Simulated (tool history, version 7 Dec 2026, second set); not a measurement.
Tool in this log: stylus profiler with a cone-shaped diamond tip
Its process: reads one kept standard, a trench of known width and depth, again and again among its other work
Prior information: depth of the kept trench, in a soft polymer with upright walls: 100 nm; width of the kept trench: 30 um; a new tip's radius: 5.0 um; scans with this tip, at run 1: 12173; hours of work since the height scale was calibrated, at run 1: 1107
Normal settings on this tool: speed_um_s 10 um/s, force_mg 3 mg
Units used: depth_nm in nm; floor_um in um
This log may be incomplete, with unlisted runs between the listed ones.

| run | hour | speed_um_s | force_mg | scans with this tip | hours of work since the height scale was calibrated | depth_nm | floor_um |
|---|---|---|---|---|---|---|---|
| 1 | 0 | 10 | 3 | 12173 | 1107 | 101.59 | 27.21 |
| 2 | 32.3 | 10 | 3 | 12404 | 1128 | 101.59 | 27.17 |
| 3 | 62.3 | 16 | 3 | 12619 | 1147 | 101.59 | 27.17 |
| 4 | 97.8 | 16 | 3 | 12874 | 1170 | 101.57 | 27.18 |
| 5 | 136 | 16 | 3 | 13148 | 1195 | 101.64 | 27.08 |
| 6 | 167.6 | 16 | 3 | 13374 | 1216 | 101.62 | 27.13 |
| 7 | 203.5 | 16 | 3 | 13632 | 1239 | 101.55 | 27.11 |
| 8 | 232.9 | 16 | 3 | 13842 | 1258 | 101.58 | 27.12 |
| 9 | 257.9 | 10 | 3 | 14022 | 1275 | 101.56 | 27.1 |
| 10 | 292.2 | 12 | 3 | 14267 | 1297 | 101.56 | 27.1 |
| 11 | 313.8 | 12 | 3 | 14422 | 1311 | 101.56 | 27.03 |
| 12 | 348.1 | 12 | 3 | 14668 | 1334 | 101.58 | 27.07 |
| 13 | 371.5 | 10 | 3 | 14836 | 1349 | 101.58 | 27.08 |
| 14 | 397.7 | 10 | 3 | 15024 | 1366 | 101.54 | 27.09 |
| 15 | 433.7 | 7 | 3 | 15282 | 1389 | 101.53 | 27.06 |
| 16 | 467.1 | 7 | 3 | 15521 | 1411 | 101.54 | 27.05 |
|  | 471.1 | height scale calibrated on a step standard |
| 17 | 488.2 | 10 | 2.05 | 15669 | 11 | 100.99 | 27.05 |
| 18 | 525.2 | 10 | 1.59 | 15934 | 35 | 100.79 | 27 |
| 19 | 547.6 | 10 | 1.59 | 16095 | 50 | 100.8 | 27 |
|  | 580.7 | height scale calibrated on a step standard, once more |
| 20 | 587.8 | 9 | 1.15 | 16380 | 5 | 100.95 | 27 |
| 21 | 625.6 | 6 | 4.79 | 16651 | 29 | 102.45 | 27.01 |
| 22 | 642.8 | 6 | 4.79 | 16774 | 40 | 102.45 | 26.97 |
| 23 | 665.6 | 11 | 2.62 | 16937 | 55 | 101.62 | 26.94 |
| 24 | 692.9 | 34 | 7.83 | 17133 | 73 | 103.42 | 26.91 |
| 25 | 725 | 10 | 4.35 | 17363 | 94 | 102.28 | 26.99 |
| 26 | 752.7 | 10 | 4.35 | 17562 | 112 | 102.3 | 26.96 |
| 27 | 784.6 | 10 | 4.35 | 17791 | 133 | 102.3 | 26.94 |
| 28 | 802.7 | 2 | 4.28 | 17921 | 145 | 102.26 | 26.95 |
| 29 | 826.1 | 27 | 4.65 | 18088 | 160 | 102.4 | 26.84 |
| 30 | 868.4 | 4 | 3.98 | 18392 | 188 | 102.13 | 26.94 |
| 31 | 895 | 4 | 3.98 | 18582 | 205 | 102.13 | 26.89 |
| 32 | 921.9 | 10 | 3.06 | 18775 | 222 | 101.77 | 26.82 |
| 33 | 944.9 | 38 | 2.09 | 18940 | 237 | 101.35 | 26.71 |
| 34 | 982.6 | 2 | 2.34 | 19211 | 262 | 101.49 | 26.94 |
| 35 | 1001.6 | 10 | 1.33 | 19347 | 274 | 100.99 | 26.8 |
| 36 | 1025 | 22 | 1.88 | 19514 | 290 | 101.26 | 26.78 |
| 37 | 1055.3 | 22 | 1.88 | 19732 | 309 | 101.25 | 26.69 |

Here are 3 independent what-if runs from the current tool condition. What would each one return?
| A | 1090.3 | 10 | 1.01 | 19982 | 332 | ? | ? |
| B | 1090.3 | 5 | 2.22 | 19982 | 332 | ? | ? |
| C | 1090.3 | 12 | 7.04 | 19982 | 332 | ? | ? |

| run | depth_nm | floor_um |
|---|---|---|
| A | 100.8 | 26.76 |
| B | 101.43 | 26.85 |
| C | 103.16 | 26.78 |
With no hidden state in the tool, these same runs would have given:
| run | depth_nm | floor_um |
|---|---|---|
| A | 100.86 | 27.88 |
| B | 101.49 | 27.97 |
| C | 103.22 | 27.9 |

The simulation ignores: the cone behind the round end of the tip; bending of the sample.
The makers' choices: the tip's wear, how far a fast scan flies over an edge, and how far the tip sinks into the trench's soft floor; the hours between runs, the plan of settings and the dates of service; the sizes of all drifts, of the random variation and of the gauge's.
